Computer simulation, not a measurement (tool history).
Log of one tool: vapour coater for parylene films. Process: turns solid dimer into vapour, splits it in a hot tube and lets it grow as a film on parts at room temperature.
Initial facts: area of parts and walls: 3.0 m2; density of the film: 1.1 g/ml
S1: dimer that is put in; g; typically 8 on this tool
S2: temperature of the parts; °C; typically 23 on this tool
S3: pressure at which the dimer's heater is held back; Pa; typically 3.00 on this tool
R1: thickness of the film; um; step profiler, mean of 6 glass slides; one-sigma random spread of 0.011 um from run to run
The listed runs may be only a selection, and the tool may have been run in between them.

| run | hour | S1 | S2 | S3 | R1 |
|---|---|---|---|---|---|
| 1 | 0.0 | 8 | 23 | 3.00 | 1.83 |
| 2 | 10.9 | 8 | 23 | 3.00 | 1.84 |
| 3 | 26.9 | 8 | 23 | 3.00 | 1.85 |
| 4 | 45.5 | 8 | 23 | 3.00 | 1.86 |
| 5 | 56.5 | 8 | 23 | 3.00 | 1.85 |
| 6 | 70.1 | 8 | 23 | 3.00 | 1.84 |
| 7 | 83.9 | 8 | 23 | 3.00 | 1.85 |
|  | 98.2 | trap's valve overhauled |
| 8 | 99.6 | 8 | 23 | 3.00 | 1.86 |
| 9 | 110.1 | 8 | 23 | 3.00 | 1.85 |
| 10 | 123.9 | 10 | 23 | 3.00 | 2.34 |
| 11 | 140.1 | 10 | 23 | 3.00 | 2.32 |
| 12 | 161.4 | 10 | 23 | 3.00 | 2.33 |
| 13 | 184.8 | 8 | 17 | 4.33 | 2.37 |
| 14 | 196.9 | 5 | 28 | 8.47 | 0.84 |
| 15 | 213.1 | 5 | 28 | 8.47 | 0.86 |
| 16 | 223.8 | 3 | 34 | 3.55 | 0.42 |
| 17 | 234.1 | 5 | 15 | 10.38 | 1.50 |
| 18 | 253.0 | 5 | 15 | 10.38 | 1.51 |
| 19 | 272.7 | 5 | 15 | 10.38 | 1.51 |
| 20 | 288.9 | 7 | 24 | 3.03 | 1.55 |
| 21 | 301.1 | 8 | 21 | 3.08 | 2.04 |
| 22 | 321.4 | 4 | 18 | 2.07 | 1.20 |
| 23 | 342.7 | 4 | 18 | 2.07 | 1.20 |
| 24 | 361.7 | 4 | 18 | 2.07 | 1.20 |

Each row is a separate what-if for the run after 24, all from the same tool condition, not one after another. Results?
| A | 382.3 | 4 | 26 | 3.01 | ? |
| B | 382.3 | 9 | 16 | 4.60 | ? |
| C | 382.3 | 4 | 18 | 7.06 | ? |
| D | 382.3 | 8 | 35 | 3.00 | ? |

| run | R1 |
|---|---|
| A | 0.82 |
| B | 2.71 |
| C | 1.09 |
| D | 1.09 |
Stripped of hidden state, with their random variation kept, the same runs would have yielded:
| run | R1 |
|---|---|
| A | 0.80 |
| B | 2.66 |
| C | 1.07 |
| D | 1.07 |

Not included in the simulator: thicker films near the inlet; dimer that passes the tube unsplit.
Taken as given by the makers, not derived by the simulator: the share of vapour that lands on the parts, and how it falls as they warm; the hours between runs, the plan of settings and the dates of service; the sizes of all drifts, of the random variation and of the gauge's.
